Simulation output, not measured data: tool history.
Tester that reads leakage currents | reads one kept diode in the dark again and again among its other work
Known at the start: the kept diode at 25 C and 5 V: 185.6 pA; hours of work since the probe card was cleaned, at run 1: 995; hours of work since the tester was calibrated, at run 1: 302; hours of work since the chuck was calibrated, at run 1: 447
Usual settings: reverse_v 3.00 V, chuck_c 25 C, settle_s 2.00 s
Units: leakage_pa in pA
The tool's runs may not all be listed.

run     day  reverse_v  chuck_c  settle_s  hours of work since the probe card was cleaned  hours of work since the tester was calibrated  hours of work since the chuck was calibrated  leakage_pa
  1   0.000       3.00       25      2.00                                             995                                            302                                           447      162.19
  2   1.300       3.00       25      2.00                                            1015                                            322                                           466      162.52
  3   3.458       3.00       25      2.00                                            1047                                            354                                           499      162.76
  4   4.429       3.00       20      2.00                                            1061                                            368                                           513      102.32
  5   6.204       3.00       20      2.00                                            1088                                            395                                           539      102.05
  6   8.104       3.00       20      2.00                                            1116                                            423                                           568      102.18
  7   9.333       2.96       20      2.00                                            1134                                            441                                           586      102.48
  8  11.096       2.96       20      2.00                                            1160                                            468                                           612      102.96
  9  12.854       2.96       20      2.00                                            1187                                            494                                           639      102.32
 10  13.821       2.96       20      2.00                                            1201                                            508                                           653      102.72
 11  15.558       1.15       53      6.51                                            1227                                            534                                           679     1303.85
 12  17.071       4.57       25      2.00                                            1249                                            557                                           701      188.74
 13  18.212      17.53       25      0.35                                            1266                                            574                                           718      300.84
 14  19.992       9.27       25      8.40                                            1293                                            600                                           745      240.48
 15  21.621       9.27       25      0.49                                            1317                                            624                                           769      240.99
 16  23.429       9.27       25      0.49                                            1344                                            651                                           796      242.11
 17  25.575       9.27       25      0.49                                            1376                                            683                                           828      242.23
 18  26.554      14.61       37      1.30                                            1391                                            698                                           843      802.89

Forecast each of these 4 alternatives for the next run:
  A  27.717       3.02       38      3.05                                            1408                                            715                                           860           ?
  B  27.717       3.27       54      1.30                                            1408                                            715                                           860           ?
  C  27.717       1.28       25      4.29                                            1408                                            715                                           860           ?
  D  27.717       5.05       36      0.66                                            1408                                            715                                           860           ?

run  leakage_pa
  A      531.60
  B     1996.36
  C      126.46
  D      524.82
Without the tool's hidden state the same runs would have given:
run  leakage_pa
  A      509.80
  B     1928.39
  C      120.41
  D      501.61

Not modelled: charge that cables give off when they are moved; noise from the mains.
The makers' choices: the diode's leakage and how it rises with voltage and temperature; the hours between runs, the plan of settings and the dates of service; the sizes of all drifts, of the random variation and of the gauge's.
